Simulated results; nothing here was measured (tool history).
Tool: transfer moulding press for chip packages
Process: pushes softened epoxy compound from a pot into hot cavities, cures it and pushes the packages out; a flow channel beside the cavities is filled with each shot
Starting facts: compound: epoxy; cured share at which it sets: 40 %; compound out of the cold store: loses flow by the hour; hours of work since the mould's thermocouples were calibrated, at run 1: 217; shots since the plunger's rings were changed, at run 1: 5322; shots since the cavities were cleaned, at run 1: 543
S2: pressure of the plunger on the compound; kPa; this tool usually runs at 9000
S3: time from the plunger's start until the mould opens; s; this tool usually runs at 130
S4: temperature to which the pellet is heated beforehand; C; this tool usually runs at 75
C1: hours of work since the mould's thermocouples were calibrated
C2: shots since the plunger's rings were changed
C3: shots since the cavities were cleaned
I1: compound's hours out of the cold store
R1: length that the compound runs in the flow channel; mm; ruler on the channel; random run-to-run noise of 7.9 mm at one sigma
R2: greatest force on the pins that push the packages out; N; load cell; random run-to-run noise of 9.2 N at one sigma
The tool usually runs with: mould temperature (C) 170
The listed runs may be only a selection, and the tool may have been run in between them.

{"run": 1, "hour": 0.0, "mould temperature (C)": 170, "S2": 9000, "S3": 130, "S4": 75, "C1": 217, "C2": 5322, "C3": 543, "I1": 23.4, "R1": 870, "R2": 698}
{"run": 2, "hour": 53.4, "mould temperature (C)": 170, "S2": 9000, "S3": 113, "S4": 75, "C1": 243, "C2": 5674, "C3": 895, "I1": 44.3, "R1": 800, "R2": 902}
{"hour": 84.2, "done": "cavities cleaned with cleaning compound and waxed"}
{"run": 3, "hour": 116.4, "mould temperature (C)": 170, "S2": 9000, "S3": 113, "S4": 75, "C1": 273, "C2": 6080, "C3": 212, "I1": 35.9, "R1": 828, "R2": 642}
{"hour": 168.4, "done": "plunger's sealing rings changed"}
{"run": 4, "hour": 195.8, "mould temperature (C)": 170, "S2": 9000, "S3": 113, "S4": 75, "C1": 311, "C2": 180, "C3": 719, "I1": 44.9, "R1": 869, "R2": 826}
{"hour": 251.4, "done": "cavities cleaned with cleaning compound and waxed"}
{"run": 5, "hour": 278.1, "mould temperature (C)": 170, "S2": 9000, "S3": 113, "S4": 75, "C1": 350, "C2": 713, "C3": 176, "I1": 31.0, "R1": 907, "R2": 609}
{"run": 6, "hour": 359.8, "mould temperature (C)": 170, "S2": 9000, "S3": 113, "S4": 75, "C1": 390, "C2": 1253, "C3": 716, "I1": 47.9, "R1": 837, "R2": 848}
{"hour": 414.1, "done": "cavities cleaned with cleaning compound and waxed"}
{"run": 7, "hour": 419.3, "mould temperature (C)": 170, "S2": 9000, "S3": 113, "S4": 75, "C1": 419, "C2": 1635, "C3": 35, "I1": 32.5, "R1": 890, "R2": 523}
{"run": 8, "hour": 466.1, "mould temperature (C)": 170, "S2": 9000, "S3": 165, "S4": 75, "C1": 441, "C2": 1944, "C3": 344, "I1": 35.9, "R1": 890, "R2": 545}
{"run": 9, "hour": 521.5, "mould temperature (C)": 170, "S2": 7660, "S3": 130, "S4": 75, "C1": 469, "C2": 2309, "C3": 709, "I1": 37.5, "R1": 803, "R2": 737}
{"run": 10, "hour": 571.1, "mould temperature (C)": 168, "S2": 7660, "S3": 130, "S4": 75, "C1": 493, "C2": 2636, "C3": 1036, "I1": 27.2, "R1": 846, "R2": 835}
{"hour": 578.1, "done": "cavities cleaned with cleaning compound and waxed"}
{"run": 11, "hour": 650.2, "mould temperature (C)": 165, "S2": 7660, "S3": 130, "S4": 75, "C1": 531, "C2": 3149, "C3": 476, "I1": 40.8, "R1": 790, "R2": 797}
{"run": 12, "hour": 709.2, "mould temperature (C)": 165, "S2": 7660, "S3": 130, "S4": 75, "C1": 560, "C2": 3537, "C3": 864, "I1": 38.7, "R1": 796, "R2": 910}
{"hour": 716.2, "done": "mould's thermocouples calibrated"}
{"hour": 745.9, "done": "cavities cleaned with cleaning compound and waxed"}
{"run": 13, "hour": 748.4, "mould temperature (C)": 165, "S2": 10840, "S3": 130, "S4": 75, "C1": 15, "C2": 3773, "C3": 16, "I1": 28.1, "R1": 993, "R2": 543}
{"run": 14, "hour": 794.7, "mould temperature (C)": 165, "S2": 10840, "S3": 130, "S4": 75, "C1": 38, "C2": 4079, "C3": 322, "I1": 33.9, "R1": 963, "R2": 756}
{"run": 15, "hour": 844.6, "mould temperature (C)": 170, "S2": 9040, "S3": 168, "S4": 75, "C1": 62, "C2": 4408, "C3": 651, "I1": 8.1, "R1": 955, "R2": 683}
{"hour": 912.1, "done": "cavities cleaned with cleaning compound and waxed"}
{"run": 16, "hour": 915.2, "mould temperature (C)": 170, "S2": 9040, "S3": 168, "S4": 75, "C1": 96, "C2": 4864, "C3": 21, "I1": 20.3, "R1": 883, "R2": 400}
{"run": 17, "hour": 975.2, "mould temperature (C)": 168, "S2": 8500, "S3": 129, "S4": 82, "C1": 125, "C2": 5260, "C3": 417, "I1": 47.6, "R1": 778, "R2": 699}
{"run": 18, "hour": 1014.9, "mould temperature (C)": 168, "S2": 8500, "S3": 129, "S4": 82, "C1": 145, "C2": 5522, "C3": 679, "I1": 33.5, "R1": 819, "R2": 801}
{"hour": 1080.4, "done": "cavities cleaned with cleaning compound and waxed"}
{"run": 19, "hour": 1085.9, "mould temperature (C)": 173, "S2": 6890, "S3": 129, "S4": 78, "C1": 178, "C2": 5980, "C3": 36, "I1": 46.0, "R1": 678, "R2": 415}
{"hour": 1152.1, "done": "plunger's sealing rings changed"}
{"run": 20, "hour": 1161.1, "mould temperature (C)": 170, "S2": 8330, "S3": 119, "S4": 75, "C1": 214, "C2": 59, "C3": 516, "I1": 17.8, "R1": 940, "R2": 755}
{"run": 21, "hour": 1233.7, "mould temperature (C)": 170, "S2": 8330, "S3": 131, "S4": 70, "C1": 249, "C2": 538, "C3": 995, "I1": 26.8, "R1": 902, "R2": 810}
{"hour": 1251.0, "done": "cavities cleaned with cleaning compound and waxed"}
{"run": 22, "hour": 1287.2, "mould temperature (C)": 170, "S2": 9000, "S3": 168, "S4": 75, "C1": 275, "C2": 881, "C3": 239, "I1": 38.9, "R1": 891, "R2": 529}
{"run": 23, "hour": 1357.5, "mould temperature (C)": 170, "S2": 9000, "S3": 158, "S4": 71, "C1": 309, "C2": 1345, "C3": 703, "I1": 23.3, "R1": 929, "R2": 680}
{"hour": 1416.6, "done": "cavities cleaned with cleaning compound and waxed"}
{"run": 24, "hour": 1425.9, "mould temperature (C)": 177, "S2": 9000, "S3": 130, "S4": 66, "C1": 342, "C2": 1786, "C3": 61, "I1": 20.3, "R1": 899, "R2": 440}
{"run": 25, "hour": 1504.6, "mould temperature (C)": 170, "S2": 8670, "S3": 113, "S4": 80, "C1": 380, "C2": 2305, "C3": 580, "I1": 18.1, "R1": 930, "R2": 828}
{"hour": 1580.7, "done": "cavities cleaned with cleaning compound and waxed"}
{"run": 26, "hour": 1583.7, "mould temperature (C)": 170, "S2": 9700, "S3": 120, "S4": 80, "C1": 418, "C2": 2817, "C3": 20, "I1": 8.4, "R1": 1011, "R2": 482}
{"run": 27, "hour": 1620.6, "mould temperature (C)": 168, "S2": 10680, "S3": 170, "S4": 80, "C1": 436, "C2": 3061, "C3": 264, "I1": 45.6, "R1": 923, "R2": 546}

Alternative continuations, all from the tool just after run 27; predict every row:
{"run": "A", "hour": 1679.8, "mould temperature (C)": 170, "S2": 10560, "S3": 130, "S4": 75, "C1": 465, "C2": 3451, "C3": 654, "I1": 36.6, "R1": "?", "R2": "?"}
{"run": "B", "hour": 1679.8, "mould temperature (C)": 172, "S2": 7390, "S3": 130, "S4": 75, "C1": 465, "C2": 3451, "C3": 654, "I1": 34.6, "R1": "?", "R2": "?"}
{"run": "C", "hour": 1679.8, "mould temperature (C)": 168, "S2": 6850, "S3": 120, "S4": 75, "C1": 465, "C2": 3451, "C3": 654, "I1": 47.9, "R1": "?", "R2": "?"}
{"run": "D", "hour": 1679.8, "mould temperature (C)": 168, "S2": 10680, "S3": 122, "S4": 80, "C1": 465, "C2": 3451, "C3": 654, "I1": 15.0, "R1": "?", "R2": "?"}
{"run": "E", "hour": 1679.8, "mould temperature (C)": 168, "S2": 10680, "S3": 166, "S4": 80, "C1": 465, "C2": 3451, "C3": 654, "I1": 28.8, "R1": "?", "R2": "?"}

run=A R1=949 R2=762
run=B R1=773 R2=689
run=C R1=724 R2=849
run=D R1=1019 R2=868
run=E R1=967 R2=655
With the hidden condition removed and each run's random variation left untouched, the same runs would have given:
run=A R1=1004 R2=434
run=B R1=818 R2=389
run=C R1=767 R2=487
run=D R1=1079 R2=503
run=E R1=1024 R2=368
